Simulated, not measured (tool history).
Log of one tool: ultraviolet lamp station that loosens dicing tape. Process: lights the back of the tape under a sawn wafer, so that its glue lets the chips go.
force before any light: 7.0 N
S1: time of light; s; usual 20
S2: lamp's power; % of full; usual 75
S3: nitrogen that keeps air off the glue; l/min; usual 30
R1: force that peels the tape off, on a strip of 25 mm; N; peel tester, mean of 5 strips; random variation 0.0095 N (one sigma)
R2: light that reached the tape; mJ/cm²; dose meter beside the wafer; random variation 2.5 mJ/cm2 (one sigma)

run 1 hour=0.0 | S1=20 S2=75 S3=30 | R1=0.567 R2=273
run 2 hour=5.2 | S1=20 S2=75 S3=30 | R1=0.559 R2=268
run 3 hour=11.6 | S1=20 S2=75 S3=30 | R1=0.550 R2=274
run 4 hour=19.5 | S1=20 S2=75 S3=30 | R1=0.551 R2=274
run 5 hour=27.9 | S1=20 S2=75 S3=30 | R1=0.572 R2=269
run 6 hour=36.6 | S1=20 S2=75 S3=30 | R1=0.541 R2=267
run 7 hour=44.0 | S1=20 S2=75 S3=9 | R1=0.964 R2=272
run 8 hour=53.0 | S1=20 S2=75 S3=21 | R1=0.691 R2=270
run 9 hour=59.0 | S1=20 S2=75 S3=21 | R1=0.653 R2=271
run 10 hour=67.7 | S1=20 S2=75 S3=21 | R1=0.655 R2=266
-- hour=68.7 window cleaned of glue's vapour
run 11 hour=77.8 | S1=20 S2=75 S3=21 | R1=0.727 R2=259
run 12 hour=86.3 | S1=20 S2=75 S3=30 | R1=0.640 R2=257
run 13 hour=94.0 | S1=20 S2=75 S3=30 | R1=0.642 R2=259
run 14 hour=100.9 | S1=28 S2=81 S3=19 | R1=0.278 R2=392
run 15 hour=106.4 | S1=20 S2=61 S3=30 | R1=1.043 R2=209
run 16 hour=117.6 | S1=31 S2=83 S3=30 | R1=0.166 R2=437
-- hour=126.8 window cleaned of glue's vapour, once more
run 17 hour=127.4 | S1=31 S2=83 S3=30 | R1=0.148 R2=472
run 18 hour=136.6 | S1=20 S2=71 S3=35 | R1=0.568 R2=264
run 19 hour=146.5 | S1=20 S2=75 S3=9 | R1=0.947 R2=281
run 20 hour=153.7 | S1=20 S2=61 S3=58 | R1=0.681 R2=222
run 21 hour=158.8 | S1=20 S2=61 S3=58 | R1=0.666 R2=225
run 22 hour=165.2 | S1=19 S2=67 S3=42 | R1=0.696 R2=235
run 23 hour=175.0 | S1=35 S2=86 S3=42 | R1=0.094 R2=551
run 24 hour=185.5 | S1=36 S2=85 S3=42 | R1=0.095 R2=555
run 25 hour=192.0 | S1=12 S2=92 S3=17 | R1=1.298 R2=198

Forecast each of these 3 alternatives for the next run:
run A hour=201.0 | S1=12 S2=94 S3=13 | R1=? R2=?
run B hour=201.0 | S1=14 S2=65 S3=17 | R1=? R2=?
run C hour=201.0 | S1=11 S2=96 S3=14 | R1=? R2=?

run=A R1=1.433 R2=207
run=B R1=1.681 R2=165
run=C R1=1.481 R2=193
Without the tool's hidden state the same runs would have given:
run=A R1=1.139 R2=237
run=B R1=1.378 R2=189
run=C R1=1.190 R2=221
